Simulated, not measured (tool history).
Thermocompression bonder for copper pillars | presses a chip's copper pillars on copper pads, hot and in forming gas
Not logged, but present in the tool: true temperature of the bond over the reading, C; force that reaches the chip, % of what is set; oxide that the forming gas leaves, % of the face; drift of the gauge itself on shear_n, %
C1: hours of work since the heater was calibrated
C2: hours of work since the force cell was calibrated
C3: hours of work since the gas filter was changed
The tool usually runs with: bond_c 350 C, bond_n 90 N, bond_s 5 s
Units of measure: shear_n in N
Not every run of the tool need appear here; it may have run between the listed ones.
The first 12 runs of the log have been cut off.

{"run": 13, "hour": 125.2, "bond_c": 350, "bond_n": 90, "bond_s": 5, "C1": 166, "C2": 139, "C3": 346, "shear_n": 93.0}
{"run": 14, "hour": 139.4, "bond_c": 350, "bond_n": 90, "bond_s": 5, "C1": 175, "C2": 148, "C3": 355, "shear_n": 93.0}
{"run": 15, "hour": 155.4, "bond_c": 350, "bond_n": 90, "bond_s": 5, "C1": 185, "C2": 158, "C3": 365, "shear_n": 93.3}
{"run": 16, "hour": 171.1, "bond_c": 350, "bond_n": 90, "bond_s": 5, "C1": 195, "C2": 168, "C3": 375, "shear_n": 93.8}
{"run": 17, "hour": 178.7, "bond_c": 324, "bond_n": 90, "bond_s": 8, "C1": 200, "C2": 173, "C3": 380, "shear_n": 88.0}
{"hour": 186.1, "done": "forming gas filter changed"}
{"run": 18, "hour": 194.5, "bond_c": 324, "bond_n": 90, "bond_s": 8, "C1": 210, "C2": 183, "C3": 5, "shear_n": 88.2}
{"run": 19, "hour": 206.0, "bond_c": 354, "bond_n": 94, "bond_s": 4, "C1": 217, "C2": 190, "C3": 13, "shear_n": 93.7}
{"run": 20, "hour": 218.8, "bond_c": 320, "bond_n": 121, "bond_s": 4, "C1": 226, "C2": 198, "C3": 21, "shear_n": 88.3}
{"run": 21, "hour": 230.2, "bond_c": 320, "bond_n": 89, "bond_s": 4, "C1": 233, "C2": 205, "C3": 28, "shear_n": 65.6}
{"run": 22, "hour": 242.3, "bond_c": 320, "bond_n": 89, "bond_s": 4, "C1": 241, "C2": 213, "C3": 36, "shear_n": 65.2}
{"run": 23, "hour": 249.3, "bond_c": 320, "bond_n": 89, "bond_s": 4, "C1": 245, "C2": 217, "C3": 40, "shear_n": 66.0}
{"run": 24, "hour": 257.0, "bond_c": 322, "bond_n": 120, "bond_s": 8, "C1": 250, "C2": 222, "C3": 45, "shear_n": 110.2}
{"run": 25, "hour": 271.4, "bond_c": 358, "bond_n": 60, "bond_s": 9, "C1": 259, "C2": 232, "C3": 54, "shear_n": 84.3}
{"run": 26, "hour": 278.3, "bond_c": 321, "bond_n": 58, "bond_s": 5, "C1": 263, "C2": 236, "C3": 59, "shear_n": 45.4}
{"run": 27, "hour": 287.0, "bond_c": 378, "bond_n": 71, "bond_s": 5, "C1": 269, "C2": 241, "C3": 64, "shear_n": 94.3}
{"run": 28, "hour": 301.7, "bond_c": 349, "bond_n": 63, "bond_s": 5, "C1": 278, "C2": 251, "C3": 74, "shear_n": 66.9}
{"run": 29, "hour": 310.5, "bond_c": 349, "bond_n": 63, "bond_s": 5, "C1": 284, "C2": 257, "C3": 79, "shear_n": 66.5}
{"run": 30, "hour": 325.4, "bond_c": 349, "bond_n": 91, "bond_s": 5, "C1": 294, "C2": 266, "C3": 89, "shear_n": 94.7}
{"run": 31, "hour": 333.1, "bond_c": 349, "bond_n": 122, "bond_s": 10, "C1": 298, "C2": 271, "C3": 94, "shear_n": 136.3}
{"run": 32, "hour": 342.1, "bond_c": 349, "bond_n": 122, "bond_s": 10, "C1": 304, "C2": 277, "C3": 99, "shear_n": 136.2}

Branching from run 32: 4 alternative next runs. What would each branch give?
{"run": "A", "hour": 356.4, "bond_c": 369, "bond_n": 57, "bond_s": 9, "C1": 313, "C2": 286, "C3": 109, "shear_n": "?"}
{"run": "B", "hour": 356.4, "bond_c": 324, "bond_n": 122, "bond_s": 8, "C1": 313, "C2": 286, "C3": 109, "shear_n": "?"}
{"run": "C", "hour": 356.4, "bond_c": 365, "bond_n": 86, "bond_s": 10, "C1": 313, "C2": 286, "C3": 109, "shear_n": "?"}
{"run": "D", "hour": 356.4, "bond_c": 364, "bond_n": 90, "bond_s": 5, "C1": 313, "C2": 286, "C3": 109, "shear_n": "?"}

run=A shear_n=87.7
run=B shear_n=113.8
run=C shear_n=121.7
run=D shear_n=104.7
Stripped of hidden state, with their random variation kept, the same runs would have yielded:
run=A shear_n=86.1
run=B shear_n=111.6
run=C shear_n=119.4
run=D shear_n=102.7

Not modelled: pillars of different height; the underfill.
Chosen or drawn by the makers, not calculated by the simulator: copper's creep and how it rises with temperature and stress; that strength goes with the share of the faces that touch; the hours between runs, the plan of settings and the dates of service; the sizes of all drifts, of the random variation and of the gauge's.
